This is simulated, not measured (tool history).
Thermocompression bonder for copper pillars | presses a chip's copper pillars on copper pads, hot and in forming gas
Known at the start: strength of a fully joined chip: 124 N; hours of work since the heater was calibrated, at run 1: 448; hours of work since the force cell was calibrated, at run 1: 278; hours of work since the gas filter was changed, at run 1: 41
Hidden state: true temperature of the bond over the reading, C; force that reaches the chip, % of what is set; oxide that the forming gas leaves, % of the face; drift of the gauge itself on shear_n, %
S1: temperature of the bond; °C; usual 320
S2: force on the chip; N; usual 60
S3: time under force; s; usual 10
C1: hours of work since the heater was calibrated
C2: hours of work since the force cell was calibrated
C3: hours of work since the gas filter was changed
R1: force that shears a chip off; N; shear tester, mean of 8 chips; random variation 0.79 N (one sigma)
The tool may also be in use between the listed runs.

Run 1, hour 0: usual settings; C1 448; C2 278; C3 41. Result: R1 56.4 N.
Run 2, hour 14.8: usual settings; C1 455; C2 286; C3 48. Result: R1 56.2 N.
Run 3, hour 29.7: usual settings; C1 463; C2 293; C3 56. Result: R1 57.9 N.
Run 4, hour 48.7: usual settings; C1 473; C2 303; C3 65. Result: R1 56.9 N.
Run 5, hour 69.6: usual settings; C1 484; C2 314; C3 76. Result: R1 56.1 N.
Run 6, hour 94.2: usual settings; C1 496; C2 326; C3 89. Result: R1 55.6 N.
Run 7, hour 110.7: usual settings; C1 505; C2 335; C3 97. Result: R1 57.6 N.
Run 8, hour 122.3: usual settings but S1 344 °C; C1 511; C2 341; C3 103. Result: R1 71.3 N.
Run 9, hour 142.8: usual settings but S1 344 °C; C1 521; C2 351; C3 114. Result: R1 70.3 N.
Run 10, hour 164.5: usual settings but S2 62 N; C1 532; C2 362; C3 125. Result: R1 57.4 N.
Run 11, hour 178.6: usual settings but S1 348 °C, S2 63 N; C1 539; C2 370; C3 132. Result: R1 73.7 N.

Forecast each of these 4 alternatives for the next run:
At hour 197.5: forming gas filter changed.
Run A, hour 197.6: usual settings but S1 343 °C, S2 63 N; C1 549; C2 379; C3 0. Result: R1 ?.
At hour 197.5: forming gas filter changed.
Run B, hour 197.6: usual settings but S1 349 °C, S2 79 N, S3 7 s; C1 549; C2 379; C3 0. Result: R1 ?.
At hour 197.5: forming gas filter changed.
Run C, hour 197.6: usual settings but S1 328 °C, S2 74 N, S3 12 s; C1 549; C2 379; C3 0. Result: R1 ?.
At hour 197.5: forming gas filter changed.
Run D, hour 197.6: usual settings but S1 348 °C, S2 69 N, S3 14 s; C1 549; C2 379; C3 0. Result: R1 ?.

run    R1
  A  73.5
  B  77.2
  C  73.6
  D  88.6
Without the tool's hidden state the same runs would have given:
run    R1
  A  77.1
  B  80.8
  C  77.4
  D  92.1

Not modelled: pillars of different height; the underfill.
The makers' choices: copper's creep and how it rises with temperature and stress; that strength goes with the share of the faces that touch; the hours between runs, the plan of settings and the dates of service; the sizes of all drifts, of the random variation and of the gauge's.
